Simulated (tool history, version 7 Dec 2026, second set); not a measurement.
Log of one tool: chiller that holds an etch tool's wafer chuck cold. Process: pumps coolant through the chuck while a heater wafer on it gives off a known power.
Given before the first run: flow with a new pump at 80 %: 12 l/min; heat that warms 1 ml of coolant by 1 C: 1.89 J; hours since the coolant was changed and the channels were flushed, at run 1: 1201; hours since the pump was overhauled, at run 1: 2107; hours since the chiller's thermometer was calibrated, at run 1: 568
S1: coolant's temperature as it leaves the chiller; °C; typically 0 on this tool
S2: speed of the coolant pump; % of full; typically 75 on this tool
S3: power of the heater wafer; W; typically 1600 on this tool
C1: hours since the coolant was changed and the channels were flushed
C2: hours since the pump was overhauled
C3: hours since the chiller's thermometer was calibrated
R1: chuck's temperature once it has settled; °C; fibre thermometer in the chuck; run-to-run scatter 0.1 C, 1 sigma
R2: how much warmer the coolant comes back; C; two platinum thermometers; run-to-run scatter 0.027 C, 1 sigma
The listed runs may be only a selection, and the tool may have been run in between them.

run    hour  S1  S2    S3    C1    C2    C3    R1    R2
  1     0.0   0  75  1600  1201  2107   568  17.0  4.53
  2    94.5   0  75  2354  1295  2202   663  24.8  6.68
  3   167.0  -6  75  1600  1368  2274   735  11.0  4.52
  4   220.8  -6  75  1600  1421  2328   789  11.0  4.46
  5   310.5   0  65  1600  1511  2418   879  19.1  5.20
  6   353.8   0  65  1600  1554  2461   922  19.1  5.24
  7   421.8   0  83  1600  1622  2529   990  15.7  3.88
  8   509.9   0  75  1600  1711  2617  1078  16.9  4.33
  9   570.3   0  75   809  1771  2677  1138   8.7  2.06
 10   641.8   0  79  1600  1842  2749  1210  16.3  3.99
 11   718.2   0  79  1600  1919  2825  1286  16.2  4.00
 12   780.8   0  75  1600  1981  2888  1349  17.1  4.23
 13   824.2   0  75  1600  2025  2931  1392  17.0  4.19
 14   883.4   0  75  1600  2084  2991  1452  16.7  4.14
 15   966.0   0  75  1600  2167  3073  1534  17.0  4.16
 16  1044.7   0  75  1600  2245  3152  1613  17.1  4.15
 17  1127.5  -3  75  1910  2328  3235  1696  17.2  4.99
     1185.0  -- gauge calibrated
 18  1185.8  -3  75  1910  2386  3293  1754  17.2  5.41
 19  1253.8  -6  96  1531  2454  3361  1822   7.5  3.24
 20  1311.9  -6  96  1531  2513  3419  1880   7.4  3.26
 21  1377.9   6  85  2301  2579  3485  1946  28.0  5.63
 22  1469.4   6  85  2301  2670  3576  2038  28.1  5.53
 23  1550.0   9  83  1986  2751  3657  2118  28.6  4.90
 24  1622.1   9  75  1057  2823  3729  2190  20.1  2.80
 25  1661.5   3  70  1057  2862  3769  2230  14.9  3.05
 26  1731.9   3  70  1057  2933  3839  2300  14.8  3.04
 27  1827.8   3  70  1057  3028  3935  2396  14.8  2.97
 28  1888.0   3  70  1057  3089  3995  2456  14.7  2.92
 29  1936.0   3  70  1057  3137  4043  2504  14.9  2.90
 30  2021.7   3  78  1469  3222  4129  2590  18.1  3.68
 31  2086.7   3  78  1469  3287  4194  2655  18.0  3.66

Forecast each of these 4 alternatives for the next run:
  A  2172.0  -3  69  1371  3373  4279  2740   ?   ?
  B  2172.0   8  78  1469  3373  4279  2740   ?   ?
  C  2172.0   0  93  1600  3373  4279  2740   ?   ?
  D  2172.0  -4  69  1600  3373  4279  2740   ?   ?

run    R1    R2
  A  12.6  3.87
  B  23.1  3.56
  C  14.3  3.16
  D  13.9  4.57
Stripped of hidden state, with their random variation kept, the same runs would have yielded:
run    R1    R2
  A  12.6  4.28
  B  23.1  3.97
  C  14.3  3.57
  D  13.9  4.98
